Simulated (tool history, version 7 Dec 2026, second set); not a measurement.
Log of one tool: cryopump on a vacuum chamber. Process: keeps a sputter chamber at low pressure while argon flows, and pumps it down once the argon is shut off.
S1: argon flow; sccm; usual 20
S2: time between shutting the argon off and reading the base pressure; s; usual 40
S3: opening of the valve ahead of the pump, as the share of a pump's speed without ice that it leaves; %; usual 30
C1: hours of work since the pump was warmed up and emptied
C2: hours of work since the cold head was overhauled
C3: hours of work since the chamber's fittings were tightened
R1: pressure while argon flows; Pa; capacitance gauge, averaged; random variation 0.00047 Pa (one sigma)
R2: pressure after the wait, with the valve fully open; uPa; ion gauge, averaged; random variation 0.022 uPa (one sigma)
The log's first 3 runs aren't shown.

run	hour	S1	S2	S3	C1	C2	C3	R1	R2
4	81.1	20	212	30	596	596	310	0.0506	0.32
5	110.9	20	212	30	613	613	327	0.0504	0.35
6	142.8	20	212	30	632	632	345	0.0512	0.32
7	190.3	20	219	30	659	659	373	0.051	0.35
8	228.2	20	40	30	681	681	394	0.0505	0.75
9	275.8	20	40	30	708	708	422	0.0512	0.78
10	308.3	20	40	30	727	727	440	0.0524	0.8
11	333.8	20	40	30	741	741	455	0.0513	0.78
12	371.2	20	40	18	763	763	476	0.0835	0.82
13	400	10	40	30	779	779	493	0.0263	0.82
14	447.7	20	40	56	807	807	520	0.0307	0.81
15	485.2	20	40	45	828	828	542	0.0357	0.78
16	524.3	20	40	46	851	851	564	0.0354	0.81
17	547	20	40	46	864	864	577	0.0356	0.83
18	596.5	20	40	46	892	892	606	0.0352	0.82
19	647.2	20	40	46	921	921	635	0.0357	0.88
20	679.2	20	40	46	940	940	653	0.0359	0.84
21	717	20	40	33	961	961	675	0.0478	0.84

The next listed run, before its measurement:
22	743.4	39	40	50	977	977	690	?	?

Run 22 gave R1 0.0646 Pa, R2 0.89 uPa.
Without the tool's hidden state the same run would have given R1 0.0555 Pa, R2 0.66 uPa.
